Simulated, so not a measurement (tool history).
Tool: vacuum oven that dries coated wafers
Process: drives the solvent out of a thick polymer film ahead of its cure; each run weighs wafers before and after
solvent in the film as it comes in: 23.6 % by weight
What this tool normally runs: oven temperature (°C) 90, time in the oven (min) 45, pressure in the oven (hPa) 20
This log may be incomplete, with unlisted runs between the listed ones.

Run 1, hour 0: usual settings. Result: solvent left in the film (%) 4.42.
Run 2, hour 20: usual settings. Result: solvent left in the film (%) 4.43.
Run 3, hour 50.7: usual settings. Result: solvent left in the film (%) 4.4.
Run 4, hour 77.9: usual settings. Result: solvent left in the film (%) 4.34.
Run 5, hour 106.5: usual settings. Result: solvent left in the film (%) 4.41.
Run 6, hour 129.9: usual settings. Result: solvent left in the film (%) 4.35.
Run 7, hour 158.5: usual settings. Result: solvent left in the film (%) 4.4.
Run 8, hour 185.5: usual settings but oven temperature (°C) 89, time in the oven (min) 31, pressure in the oven (hPa) 13.5. Result: solvent left in the film (%) 5.77.
At hour 189.9: vacuum gauge cleaned of residue and calibrated.
Run 9, hour 204.3: usual settings but pressure in the oven (hPa) 12.2. Result: solvent left in the film (%) 3.59.
Run 10, hour 220.2: usual settings but oven temperature (°C) 92, time in the oven (min) 23, pressure in the oven (hPa) 50.8. Result: solvent left in the film (%) 9.96.

Run 11 is up next; what results do you expect?
Run 11, hour 252.1: usual settings but oven temperature (°C) 101, pressure in the oven (hPa) 17.2. Result: solvent left in the film (%) ?.

Logged for run 11: solvent left in the film (%) 2.04.
Had the tool carried no hidden state, the very same run would have given solvent left in the film (%) 1.92.
